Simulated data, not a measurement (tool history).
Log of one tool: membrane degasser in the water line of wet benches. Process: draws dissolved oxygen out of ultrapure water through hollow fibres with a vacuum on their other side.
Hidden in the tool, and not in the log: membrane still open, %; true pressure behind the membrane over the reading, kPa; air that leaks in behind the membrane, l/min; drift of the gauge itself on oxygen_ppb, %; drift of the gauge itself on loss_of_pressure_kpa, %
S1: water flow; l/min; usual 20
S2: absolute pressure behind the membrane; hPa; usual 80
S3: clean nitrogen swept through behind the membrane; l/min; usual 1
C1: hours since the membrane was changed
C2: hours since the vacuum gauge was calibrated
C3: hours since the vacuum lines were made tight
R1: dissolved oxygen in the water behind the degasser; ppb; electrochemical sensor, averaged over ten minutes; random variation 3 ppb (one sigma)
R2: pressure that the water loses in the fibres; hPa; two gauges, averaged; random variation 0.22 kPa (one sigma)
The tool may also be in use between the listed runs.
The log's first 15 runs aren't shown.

| run | hour | S1 | S2 | S3 | C1 | C2 | C3 | R1 | R2 |
|---|---|---|---|---|---|---|---|---|---|
| 16 | 1111.9 | 20 | 88.9 | 1 | 3584 | 1937 | 1676 | 347.3 | 550.7 |
| 17 | 1161.2 | 20 | 80 | 0.41 | 3633 | 1986 | 1725 | 526.7 | 551.3 |
| 18 | 1214.3 | 20 | 80 | 0.41 | 3686 | 2039 | 1778 | 528.6 | 551.7 |
| 19 | 1297.2 | 14 | 171.6 | 0.88 | 3769 | 2122 | 1861 | 534.6 | 385.5 |
| 20 | 1360.1 | 18 | 80 | 1 | 3832 | 2185 | 1924 | 274.9 | 494.1 |
| 21 | 1434 | 18 | 80 | 1 | 3906 | 2259 | 1998 | 271.6 | 499.3 |
| 22 | 1475.8 | 18 | 80 | 1 | 3948 | 2300 | 2039 | 270 | 498.6 |
| 23 | 1551.6 | 18 | 80 | 1 | 4024 | 2376 | 2115 | 275.2 | 501.7 |
| 24 | 1603 | 18 | 194.4 | 1 | 4075 | 2428 | 2167 | 697.9 | 497 |
| 25 | 1682.4 | 18 | 194.4 | 1 | 4155 | 2507 | 2246 | 682.3 | 494.9 |
| 26 | 1772.8 | 18 | 194.4 | 1 | 4245 | 2597 | 2336 | 685.9 | 503 |
| 27 | 1851 | 18 | 194.4 | 1 | 4323 | 2676 | 2415 | 698.1 | 494.8 |
| 28 | 1934.1 | 18 | 194.4 | 1 | 4406 | 2759 | 2498 | 693.6 | 493.3 |
| 29 | 2007.8 | 20 | 181.2 | 0.96 | 4480 | 2832 | 2571 | 731 | 552.5 |
| 30 | 2079.1 | 25 | 90.1 | 1.95 | 4551 | 2904 | 2643 | 319.9 | 689.5 |
| 31 | 2146.9 | 14 | 80.4 | 0.52 | 4619 | 2972 | 2711 | 324.3 | 384.4 |
| 32 | 2186.4 | 22 | 177.3 | 1.48 | 4659 | 3011 | 2750 | 580 | 604.2 |
| 33 | 2256.6 | 20 | 113.6 | 0.83 | 4729 | 3081 | 2820 | 508.1 | 556 |

3 ways to go on from here, each from the tool as it stands after run 33. What would each give?
| A | 2340.4 | 20 | 90.4 | 0.65 | 4813 | 3165 | 2904 | ? | ? |
| B | 2340.4 | 20 | 113.6 | 0.92 | 4813 | 3165 | 2904 | ? | ? |
| C | 2340.4 | 20 | 102.8 | 0.83 | 4813 | 3165 | 2904 | ? | ? |

| run | R1 | R2 |
|---|---|---|
| A | 465.6 | 550.4 |
| B | 478.6 | 555.4 |
| C | 448.6 | 550.8 |
Without the tool's hidden state the same runs would have given:
| run | R1 | R2 |
|---|---|---|
| A | 445.9 | 535.3 |
| B | 460.9 | 540.2 |
| C | 430.8 | 535.6 |
